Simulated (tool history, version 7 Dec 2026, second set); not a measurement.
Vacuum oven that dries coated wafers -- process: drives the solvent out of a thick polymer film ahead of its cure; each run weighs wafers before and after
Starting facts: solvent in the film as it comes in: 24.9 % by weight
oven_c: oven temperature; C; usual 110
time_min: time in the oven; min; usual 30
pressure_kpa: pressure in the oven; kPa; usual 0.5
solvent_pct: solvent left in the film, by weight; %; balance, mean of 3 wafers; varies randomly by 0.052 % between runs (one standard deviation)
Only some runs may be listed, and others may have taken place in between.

Run 1, hour 0: usual settings. Result: solvent_pct 1.6 %.
Run 2, hour 21.4: usual settings. Result: solvent_pct 1.59 %.
Run 3, hour 48.2: usual settings. Result: solvent_pct 1.62 %.
Run 4, hour 71.6: usual settings. Result: solvent_pct 1.64 %.
Run 5, hour 94.3: usual settings. Result: solvent_pct 1.56 %.
Run 6, hour 122.3: usual settings but time_min 46 min. Result: solvent_pct 0.65 %.
Run 7, hour 155.8: usual settings but time_min 46 min. Result: solvent_pct 0.55 %.
Run 8, hour 177.4: usual settings but oven_c 116 C. Result: solvent_pct 0.89 %.
Run 9, hour 211.7: usual settings but pressure_kpa 0.413 kPa. Result: solvent_pct 1.51 %.
Run 10, hour 227.1: usual settings. Result: solvent_pct 1.6 %.
Run 11, hour 246.2: usual settings. Result: solvent_pct 1.63 %.
Run 12, hour 269.8: usual settings. Result: solvent_pct 1.7 %.
Run 13, hour 284.8: usual settings. Result: solvent_pct 1.6 %.
Run 14, hour 299.4: usual settings. Result: solvent_pct 1.53 %.
Run 15, hour 323.8: usual settings. Result: solvent_pct 1.57 %.
Run 16, hour 342.5: usual settings but oven_c 106 C. Result: solvent_pct 2.28 %.
Run 17, hour 359.7: usual settings. Result: solvent_pct 1.53 %.
Run 18, hour 383.8: usual settings. Result: solvent_pct 1.68 %.
Run 19, hour 409.8: usual settings. Result: solvent_pct 1.68 %.
Run 20, hour 429.7: usual settings. Result: solvent_pct 1.62 %.
Run 21, hour 462: usual settings. Result: solvent_pct 1.56 %.
Run 22, hour 480.1: usual settings. Result: solvent_pct 1.47 %.
Run 23, hour 506.2: usual settings. Result: solvent_pct 1.68 %.
Run 24, hour 532.9: usual settings but oven_c 113 C, time_min 22 min. Result: solvent_pct 2.29 %.
Run 25, hour 554.8: usual settings but oven_c 113 C, time_min 22 min. Result: solvent_pct 2.23 %.
Run 26, hour 579.9: usual settings but oven_c 113 C, time_min 22 min. Result: solvent_pct 2.1 %.
Run 27, hour 609.1: usual settings but oven_c 113 C, time_min 33 min, pressure_kpa 0.283 kPa. Result: solvent_pct 0.77 %.
Run 28, hour 638.3: usual settings but oven_c 113 C, time_min 15 min, pressure_kpa 0.979 kPa. Result: solvent_pct 4.62 %.
Run 29, hour 660.9: usual settings but oven_c 102 C, time_min 26 min, pressure_kpa 0.462 kPa. Result: solvent_pct 4.11 %.
Run 30, hour 689.8: usual settings but oven_c 103 C, time_min 24 min, pressure_kpa 0.462 kPa. Result: solvent_pct 4.33 %.
Run 31, hour 723.5: usual settings but oven_c 122 C, time_min 16 min, pressure_kpa 0.37 kPa. Result: solvent_pct 1.98 %.
Run 32, hour 750.7: usual settings but oven_c 122 C, time_min 16 min, pressure_kpa 0.37 kPa. Result: solvent_pct 1.81 %.
Run 33, hour 779.8: usual settings. Result: solvent_pct 1.63 %.
At hour 784.3: vacuum gauge cleaned of residue and calibrated.
Run 34, hour 815.5: usual settings but pressure_kpa 0.883 kPa. Result: solvent_pct 1.87 %.
Run 35, hour 842.3: usual settings but pressure_kpa 0.883 kPa. Result: solvent_pct 1.86 %.
Run 36, hour 856.8: usual settings but time_min 53 min, pressure_kpa 0.298 kPa. Result: solvent_pct 0.45 %.
Run 37, hour 875.6: usual settings but oven_c 107 C, time_min 52 min, pressure_kpa 0.298 kPa. Result: solvent_pct 0.47 %.
Run 38, hour 899: usual settings but oven_c 107 C, time_min 52 min, pressure_kpa 0.298 kPa. Result: solvent_pct 0.52 %.
Run 39, hour 916.3: usual settings but oven_c 97 C, time_min 52 min, pressure_kpa 0.298 kPa. Result: solvent_pct 1.58 %.
Run 40, hour 944: usual settings but oven_c 113 C, time_min 27 min, pressure_kpa 1.421 kPa. Result: solvent_pct 2.11 %.
Run 41, hour 959.5: usual settings but oven_c 119 C, time_min 15 min, pressure_kpa 0.301 kPa. Result: solvent_pct 2.79 %.
Run 42, hour 974.8: usual settings but pressure_kpa 1.317 kPa. Result: solvent_pct 2.14 %.
Run 43, hour 1003.1: usual settings but oven_c 103 C, time_min 38 min, pressure_kpa 0.56 kPa. Result: solvent_pct 2.03 %.
Run 44, hour 1016.9: usual settings but oven_c 103 C, time_min 38 min, pressure_kpa 0.56 kPa. Result: solvent_pct 1.92 %.
Run 45, hour 1050.8: usual settings but oven_c 103 C, time_min 38 min, pressure_kpa 0.56 kPa. Result: solvent_pct 1.98 %.
Run 46, hour 1073.4: usual settings but oven_c 103 C, time_min 38 min, pressure_kpa 0.56 kPa. Result: solvent_pct 2.03 %.

Predict each of these 5 candidate next runs independently; none follows another, all start after run 46:
Run A, hour 1107.4: usual settings but oven_c 96 C, time_min 38 min, pressure_kpa 0.56 kPa. Result: solvent_pct ?.
Run B, hour 1107.4: usual settings but time_min 28 min. Result: solvent_pct ?.
Run C, hour 1107.4: usual settings but time_min 27 min, pressure_kpa 0.79 kPa. Result: solvent_pct ?.
Run D, hour 1107.4: usual settings but oven_c 103 C, time_min 38 min, pressure_kpa 0.382 kPa. Result: solvent_pct ?.
Run E, hour 1107.4: usual settings but time_min 53 min. Result: solvent_pct ?.

run  solvent_pct
  A         3.64
  B         1.92
  C          2.1
  D         1.87
  E         0.52
Take away the tool's hidden state, keep each run's random variation, and the runs would have read:
run  solvent_pct
  A         3.67
  B         1.94
  C         2.12
  D         1.89
  E         0.53
